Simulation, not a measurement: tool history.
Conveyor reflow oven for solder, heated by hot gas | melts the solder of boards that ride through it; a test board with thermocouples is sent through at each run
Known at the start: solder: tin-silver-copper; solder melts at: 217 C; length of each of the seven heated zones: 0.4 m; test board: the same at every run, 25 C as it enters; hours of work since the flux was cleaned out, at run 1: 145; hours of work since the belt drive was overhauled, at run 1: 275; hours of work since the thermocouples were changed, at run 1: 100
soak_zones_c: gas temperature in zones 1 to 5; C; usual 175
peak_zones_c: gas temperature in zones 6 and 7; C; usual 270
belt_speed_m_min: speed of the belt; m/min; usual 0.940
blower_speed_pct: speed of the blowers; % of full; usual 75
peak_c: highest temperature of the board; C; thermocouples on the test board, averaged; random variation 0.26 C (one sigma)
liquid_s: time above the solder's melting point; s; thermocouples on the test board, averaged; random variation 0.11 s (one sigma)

run,hour,soak_zones_c,peak_zones_c,belt_speed_m_min,blower_speed_pct,hours of work since the flux was cleaned out,hours of work since the belt drive was overhauled,hours of work since the thermocouples were changed,peak_c,liquid_s
1,0.0,175,270,0.940,75,145,275,100,254.9,40.1
2,15.1,175,270,0.940,75,154,285,110,255.6,40.2
# hour 23.3: flux residue cleaned out of gas plates and filters
3,48.1,175,270,0.940,75,15,302,127,255.5,40.5
4,77.7,175,270,0.767,75,34,320,146,260.8,53.3
5,90.7,167,270,0.940,75,42,329,154,254.2,38.0
6,112.5,173,270,0.940,75,55,342,167,254.8,40.0
7,139.3,173,270,0.940,75,72,359,184,254.9,39.9
8,162.5,175,270,0.947,75,86,373,198,254.8,39.8
9,186.4,175,270,1.005,75,101,388,213,252.4,36.4
10,202.4,177,266,0.940,62,111,398,223,249.3,37.7
11,222.4,177,266,0.940,62,124,410,235,249.5,37.8
12,238.2,162,270,0.999,79,133,420,245,251.5,33.6
13,255.3,162,270,0.999,79,144,431,256,251.1,33.3
# hour 279.6: flux residue cleaned out of gas plates and filters
14,287.4,162,270,0.999,79,5,448,273,251.2,33.5
15,314.2,185,273,0.940,75,21,464,289,259.3,44.5
16,342.4,185,271,0.940,56,39,482,307,253.3,42.0
17,372.7,175,279,0.940,75,58,501,326,262.5,43.5

Hidden state at the last listed run before each entry between runs and at the first one after, where it differs:
Between runs 2 and 3: flux residue cleaned out of gas plates and filters (hour 23.3)
  heat that the gas passes to the board, % of a clean oven's: 97.5 -> 99.3; belt's true speed, % of the reading: 99.09 -> 99.03; true gas temperature in zones 6 and 7 over the reading, C: 0.2 -> 0.13
  measured less the result without the state, peak_c: -0.1 -> +0.2 C; liquid_s: +0.3 -> +0.5 s
Between runs 13 and 14: flux residue cleaned out of gas plates and filters (hour 279.6)
  heat that the gas passes to the board, % of a clean oven's: 97.4 -> 98.5; belt's true speed, % of the reading: 98.66 -> 98.61; true gas temperature in zones 6 and 7 over the reading, C: -0.35 -> -0.41
  measured less the result without the state, peak_c: -0.6 -> -0.3 C; liquid_s: +0.1 -> +0.3 s
